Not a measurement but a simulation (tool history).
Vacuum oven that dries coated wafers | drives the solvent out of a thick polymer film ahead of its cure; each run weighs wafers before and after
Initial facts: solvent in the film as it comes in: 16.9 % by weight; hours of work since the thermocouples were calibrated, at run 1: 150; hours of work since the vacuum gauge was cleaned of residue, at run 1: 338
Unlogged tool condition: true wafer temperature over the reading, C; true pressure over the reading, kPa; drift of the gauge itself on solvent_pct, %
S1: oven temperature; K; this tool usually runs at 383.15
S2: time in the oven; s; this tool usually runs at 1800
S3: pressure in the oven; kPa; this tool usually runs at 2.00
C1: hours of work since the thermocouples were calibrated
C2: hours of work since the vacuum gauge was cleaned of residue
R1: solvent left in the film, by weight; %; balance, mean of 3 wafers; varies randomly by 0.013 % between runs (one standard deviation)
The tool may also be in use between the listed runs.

| run | hour | S1 | S2 | S3 | C1 | C2 | R1 |
|---|---|---|---|---|---|---|---|
| 1 | 0.0 | 383.15 | 1800 | 2.00 | 150 | 338 | 1.48 |
| 2 | 10.7 | 383.15 | 1800 | 2.00 | 157 | 346 | 1.46 |
| 3 | 18.8 | 383.15 | 1800 | 2.00 | 163 | 352 | 1.46 |
| 4 | 31.6 | 383.15 | 1800 | 4.81 | 172 | 361 | 2.36 |
| 5 | 38.8 | 383.15 | 1800 | 2.00 | 177 | 366 | 1.45 |
| 6 | 46.4 | 383.15 | 1800 | 2.00 | 183 | 371 | 1.44 |
| 7 | 52.8 | 383.15 | 1860 | 2.00 | 187 | 376 | 1.40 |
| 8 | 62.4 | 383.15 | 1860 | 2.00 | 194 | 383 | 1.40 |
| 9 | 70.4 | 383.15 | 1800 | 1.29 | 200 | 388 | 1.20 |
| 10 | 81.9 | 383.15 | 2820 | 2.00 | 208 | 396 | 0.84 |
| 11 | 89.7 | 383.15 | 2820 | 2.00 | 214 | 402 | 0.85 |
| 12 | 96.6 | 383.15 | 2820 | 2.00 | 218 | 407 | 0.83 |
| 13 | 106.4 | 383.15 | 2820 | 2.00 | 225 | 414 | 0.87 |
| 14 | 111.9 | 383.15 | 2820 | 2.00 | 229 | 418 | 0.85 |
| 15 | 119.3 | 383.15 | 2820 | 2.00 | 235 | 423 | 0.84 |
| 16 | 132.3 | 390.15 | 1500 | 7.81 | 244 | 432 | 2.52 |
| 17 | 141.4 | 383.15 | 1800 | 1.33 | 250 | 439 | 1.23 |
| 18 | 152.1 | 385.15 | 1020 | 1.10 | 258 | 447 | 2.52 |
| 19 | 163.5 | 384.15 | 1800 | 6.10 | 266 | 455 | 2.66 |
| 20 | 174.5 | 384.15 | 1800 | 6.10 | 274 | 462 | 2.63 |
| 21 | 180.0 | 372.15 | 1080 | 2.00 | 278 | 466 | 6.04 |
| 22 | 189.4 | 372.15 | 1080 | 2.00 | 285 | 473 | 6.08 |
| 23 | 196.8 | 372.15 | 1080 | 2.00 | 290 | 478 | 6.06 |
| 24 | 207.5 | 389.15 | 1080 | 1.51 | 297 | 486 | 1.65 |
| 25 | 215.2 | 381.15 | 3060 | 6.12 | 303 | 491 | 2.44 |

Below are 5 alternative next runs, each starting from the tool's condition after run 25. Predict each:
| A | 221.9 | 381.15 | 3060 | 6.12 | 308 | 496 | ? |
| B | 221.9 | 383.15 | 1200 | 2.00 | 308 | 496 | ? |
| C | 221.9 | 379.15 | 1320 | 4.65 | 308 | 496 | ? |
| D | 221.9 | 397.15 | 1260 | 1.03 | 308 | 496 | ? |
| E | 221.9 | 393.15 | 1260 | 2.00 | 308 | 496 | ? |

| run | R1 |
|---|---|
| A | 2.45 |
| B | 2.58 |
| C | 4.06 |
| D | 0.41 |
| E | 0.94 |
Had the tool no hidden state, the same runs would have come out as:
| run | R1 |
|---|---|
| A | 2.46 |
| B | 2.64 |
| C | 4.12 |
| D | 0.41 |
| E | 0.95 |
